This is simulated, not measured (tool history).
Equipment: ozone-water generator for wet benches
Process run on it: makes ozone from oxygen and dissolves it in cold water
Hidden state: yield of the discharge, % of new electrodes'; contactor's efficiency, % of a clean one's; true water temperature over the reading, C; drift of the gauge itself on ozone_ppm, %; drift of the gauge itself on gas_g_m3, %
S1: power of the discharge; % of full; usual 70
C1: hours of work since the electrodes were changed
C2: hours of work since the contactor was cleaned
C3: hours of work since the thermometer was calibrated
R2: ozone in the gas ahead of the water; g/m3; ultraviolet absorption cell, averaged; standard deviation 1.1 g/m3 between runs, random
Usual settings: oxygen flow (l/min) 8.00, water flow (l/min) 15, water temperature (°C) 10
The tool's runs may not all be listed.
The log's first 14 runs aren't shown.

{"run": 15, "hour": 484.6, "S1": 70, "oxygen flow (l/min)": 8.0, "water flow (l/min)": 15, "water temperature (°C)": 10, "C1": 981, "C2": 2309, "C3": 3096, "dissolved ozone (ppm)": 32.1, "R2": 186.6}
{"hour": 488.3, "done": "water thermometer calibrated"}
{"run": 16, "hour": 508.8, "S1": 70, "oxygen flow (l/min)": 8.0, "water flow (l/min)": 15, "water temperature (°C)": 10, "C1": 997, "C2": 2324, "C3": 13, "dissolved ozone (ppm)": 31.3, "R2": 186.7}
{"run": 17, "hour": 553.6, "S1": 70, "oxygen flow (l/min)": 8.0, "water flow (l/min)": 15, "water temperature (°C)": 10, "C1": 1025, "C2": 2353, "C3": 42, "dissolved ozone (ppm)": 31.7, "R2": 187.2}
{"hour": 577.3, "done": "contactor cleaned"}
{"hour": 593.9, "done": "water thermometer calibrated, once more"}
{"run": 18, "hour": 600.2, "S1": 70, "oxygen flow (l/min)": 12.05, "water flow (l/min)": 12, "water temperature (°C)": 10, "C1": 1053, "C2": 14, "C3": 4, "dissolved ozone (ppm)": 37.1, "R2": 157.8}
{"run": 19, "hour": 633.9, "S1": 41, "oxygen flow (l/min)": 8.0, "water flow (l/min)": 21, "water temperature (°C)": 10, "C1": 1074, "C2": 36, "C3": 26, "dissolved ozone (ppm)": 15.5, "R2": 115.5}
{"run": 20, "hour": 673.7, "S1": 53, "oxygen flow (l/min)": 5.5, "water flow (l/min)": 18, "water temperature (°C)": 5, "C1": 1100, "C2": 62, "C3": 51, "dissolved ozone (ppm)": 22.7, "R2": 166.9}
{"run": 21, "hour": 697.1, "S1": 53, "oxygen flow (l/min)": 7.05, "water flow (l/min)": 14, "water temperature (°C)": 5, "C1": 1115, "C2": 77, "C3": 66, "dissolved ozone (ppm)": 29.4, "R2": 152.5}
{"run": 22, "hour": 735.1, "S1": 45, "oxygen flow (l/min)": 10.03, "water flow (l/min)": 22, "water temperature (°C)": 5, "C1": 1139, "C2": 101, "C3": 91, "dissolved ozone (ppm)": 18.6, "R2": 114.7}
{"run": 23, "hour": 774.1, "S1": 45, "oxygen flow (l/min)": 10.03, "water flow (l/min)": 22, "water temperature (°C)": 5, "C1": 1164, "C2": 126, "C3": 116, "dissolved ozone (ppm)": 18.2, "R2": 115.1}

Predict the results of run 24:
{"run": 24, "hour": 822.3, "S1": 43, "oxygen flow (l/min)": 4.07, "water flow (l/min)": 15, "water temperature (°C)": 10, "C1": 1195, "C2": 157, "C3": 147, "dissolved ozone (ppm)": "?", "R2": "?"}

dissolved ozone (ppm): 19.4
R2: 155.9 g/m3
If the tool had no hidden condition, the same run with the same run-to-run variation would have returned dissolved ozone (ppm) 20.2, R2 161.1 g/m3.
